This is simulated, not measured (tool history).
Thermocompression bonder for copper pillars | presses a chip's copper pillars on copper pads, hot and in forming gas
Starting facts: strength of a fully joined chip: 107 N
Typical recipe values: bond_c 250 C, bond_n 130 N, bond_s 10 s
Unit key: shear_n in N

run	hour	bond_c	bond_n	bond_s	shear_n
1	0.0	250	130	10	45.0
2	11.7	250	130	30	62.9
3	20.6	250	130	30	63.6
4	30.7	250	130	12	47.1
5	36.3	259	130	10	50.3
6	47.4	259	130	10	48.7
7	59.6	250	130	10	43.6
8	67.8	250	130	10	44.6
# hour 75.0: forming gas filter changed
9	77.0	250	130	10	46.7
10	86.7	250	130	10	47.1
11	92.9	250	130	10	45.5
12	106.2	250	130	10	46.8
13	114.0	260	130	10	51.9
14	121.2	250	92	10	38.0
15	133.1	250	92	10	38.0
16	145.6	250	183	10	54.8
17	155.2	250	183	10	55.3
18	160.5	250	130	10	46.6

Expected results for the next run?
19	167.0	221	131	17	?

shear_n: 37.1 N
The same run, on a tool lacking any hidden state, would have yielded shear_n 40.1 N.
